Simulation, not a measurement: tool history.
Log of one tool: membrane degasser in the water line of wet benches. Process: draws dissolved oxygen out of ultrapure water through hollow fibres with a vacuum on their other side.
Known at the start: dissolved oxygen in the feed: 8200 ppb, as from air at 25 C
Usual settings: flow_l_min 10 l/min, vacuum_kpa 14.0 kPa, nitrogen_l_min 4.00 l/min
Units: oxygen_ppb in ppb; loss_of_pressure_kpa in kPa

run     day  flow_l_min  vacuum_kpa  nitrogen_l_min  oxygen_ppb  loss_of_pressure_kpa
  1   0.000          10        14.0            4.00        69.9                 44.31
  2   2.950          10        14.0            4.00        69.9                 44.26
  3   5.008          10        14.0            4.00        70.3                 44.27
  4   6.696          10        14.0            4.00        70.2                 44.34
  5   9.438          10        14.0            4.00        70.1                 44.13
  6  11.646          10        14.0            4.00        70.1                 44.06
  7  13.008          10        14.0            4.00        70.9                 44.12
  8  15.683          10        14.0            4.00        70.6                 44.17
  9  18.488          10        14.0            4.00        70.6                 43.94
 10  20.533          14        14.0            5.18        83.0                 61.46
 11  22.392          14        14.0            5.18        82.4                 61.57
 12  25.604          16        15.1            3.09       165.4                 69.99
 13  28.521           7        15.1            3.09        68.2                 30.46
 14  30.054           7        15.1            3.09        67.4                 30.32
 15  32.267           7        15.1            3.09        68.2                 30.42
 16  34.817          10        23.0            5.14        99.0                 43.24
 17  36.475          10        10.9            7.02        31.1                 43.34
     38.796  -- gauge calibrated
 18  39.338           9        11.6            2.03        93.2                 39.93

Forecast each of these 4 alternatives for the next run:
  A  42.229          14        18.8           10.10           ?                     ?
  B  42.229          13        10.5           10.39           ?                     ?
  C  42.229          10        29.8            9.32           ?                     ?
  D  42.229           6        11.6            3.84           ?                     ?

run  oxygen_ppb  loss_of_pressure_kpa
  A        64.6                 61.96
  B        31.8                 57.56
  C        74.7                 44.17
  D        33.5                 26.53
Without the tool's hidden state the same runs would have given:
run  oxygen_ppb  loss_of_pressure_kpa
  A        64.6                 62.08
  B        31.7                 57.68
  C        74.6                 44.26
  D        33.5                 26.58
